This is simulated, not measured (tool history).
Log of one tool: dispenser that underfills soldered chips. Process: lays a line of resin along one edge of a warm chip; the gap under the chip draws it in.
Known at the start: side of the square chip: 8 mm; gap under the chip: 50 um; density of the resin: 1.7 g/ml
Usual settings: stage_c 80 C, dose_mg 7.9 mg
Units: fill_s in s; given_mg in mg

run 1 day=0 | stage_c=80 dose_mg=7.9 | fill_s=29.4 given_mg=7.34
-- day=0.142 new syringe of resin
run 2 day=0.246 | stage_c=80 dose_mg=9.95 | fill_s=22 given_mg=9.16
-- day=0.442 dispensing valve cleaned and set on the balance
run 3 day=0.533 | stage_c=87 dose_mg=7.9 | fill_s=19.7 given_mg=7.94
-- day=0.754 new syringe of resin
run 4 day=0.917 | stage_c=80 dose_mg=8.24 | fill_s=22.5 given_mg=8.13
run 5 day=1.275 | stage_c=81 dose_mg=8.24 | fill_s=28.6 given_mg=8.15
-- day=1.342 new syringe of resin
run 6 day=1.529 | stage_c=81 dose_mg=9.55 | fill_s=22 given_mg=9.35
run 7 day=1.842 | stage_c=93 dose_mg=7.9 | fill_s=16.6 given_mg=7.75
-- day=1.904 new syringe of resin
run 8 day=2.025 | stage_c=80 dose_mg=7.9 | fill_s=22.4 given_mg=7.73
run 9 day=2.204 | stage_c=80 dose_mg=7.9 | fill_s=25.8 given_mg=7.69
run 10 day=2.442 | stage_c=80 dose_mg=9.66 | fill_s=29.7 given_mg=9.39
-- day=2.471 new syringe of resin
run 11 day=2.754 | stage_c=84 dose_mg=7.9 | fill_s=20.9 given_mg=7.74
-- day=3.05 new syringe of resin
run 12 day=3.154 | stage_c=80 dose_mg=7.9 | fill_s=21.7 given_mg=7.62
run 13 day=3.496 | stage_c=80 dose_mg=7.16 | fill_s=30.1 given_mg=6.84
-- day=3.633 new syringe of resin
run 14 day=3.779 | stage_c=80 dose_mg=7.16 | fill_s=24.3 given_mg=6.92
run 15 day=4.104 | stage_c=80 dose_mg=7.16 | fill_s=30.5 given_mg=6.76
-- day=4.2 new syringe of resin
run 16 day=4.512 | stage_c=68 dose_mg=7.16 | fill_s=48.3 given_mg=6.81
-- day=4.762 new syringe of resin
run 17 day=4.842 | stage_c=68 dose_mg=7.16 | fill_s=40.4 given_mg=6.72
run 18 day=5.062 | stage_c=68 dose_mg=7.16 | fill_s=48.1 given_mg=6.7
-- day=5.325 new syringe of resin
run 19 day=5.408 | stage_c=68 dose_mg=7.16 | fill_s=41.3 given_mg=6.67
run 20 day=5.683 | stage_c=71 dose_mg=7.16 | fill_s=42.7 given_mg=6.67
-- day=5.888 new syringe of resin
run 21 day=6.071 | stage_c=74 dose_mg=9.74 | fill_s=31.2 given_mg=8.95
run 22 day=6.396 | stage_c=70 dose_mg=9.15 | fill_s=48.8 given_mg=8.35
-- day=6.467 dispensing valve cleaned and set on the balance
-- day=6.496 new syringe of resin
run 23 day=6.808 | stage_c=70 dose_mg=9.15 | fill_s=40.8 given_mg=9.02
-- day=7.067 new syringe of resin
run 24 day=7.212 | stage_c=68 dose_mg=9.81 | fill_s=38.6 given_mg=9.73
run 25 day=7.604 | stage_c=79 dose_mg=9.47 | fill_s=31.8 given_mg=9.32
-- day=7.633 new syringe of resin
run 26 day=7.871 | stage_c=79 dose_mg=9.47 | fill_s=24.4 given_mg=9.24
-- day=8.208 new syringe of resin
run 27 day=8.229 | stage_c=93 dose_mg=8.07 | fill_s=10.6 given_mg=7.87
run 28 day=8.462 | stage_c=93 dose_mg=8.07 | fill_s=13 given_mg=7.89
-- day=8.775 new syringe of resin
run 29 day=8.775 | stage_c=93 dose_mg=8.07 | fill_s=11 given_mg=7.86
run 30 day=9.058 | stage_c=70 dose_mg=7.15 | fill_s=42.1 given_mg=6.78
-- day=9.354 new syringe of resin
run 31 day=9.375 | stage_c=67 dose_mg=10.11 | fill_s=37.3 given_mg=9.75
run 32 day=9.704 | stage_c=67 dose_mg=10.11 | fill_s=48.2 given_mg=9.61
-- day=9.912 new syringe of resin
run 33 day=10.038 | stage_c=67 dose_mg=10.11 | fill_s=41 given_mg=9.6
run 34 day=10.371 | stage_c=74 dose_mg=9.74 | fill_s=36.9 given_mg=9.2
-- day=10.512 new syringe of resin
run 35 day=10.679 | stage_c=81 dose_mg=7.27 | fill_s=21.9 given_mg=6.91

3 ways to go on from here, each from the tool as it stands after run 35. What would each give?
run A day=11.008 | stage_c=80 dose_mg=7 | fill_s=? given_mg=?
run B day=11.008 | stage_c=80 dose_mg=8.31 | fill_s=? given_mg=?
run C day=11.008 | stage_c=83 dose_mg=6.73 | fill_s=? given_mg=?

run=A fill_s=30.2 given_mg=6.6
run=B fill_s=27.9 given_mg=7.76
run=C fill_s=27.1 given_mg=6.31
Without the tool's hidden state the same runs would have given:
run=A fill_s=22.5 given_mg=7.04
run=B fill_s=20.9 given_mg=8.27
run=C fill_s=20.2 given_mg=6.73
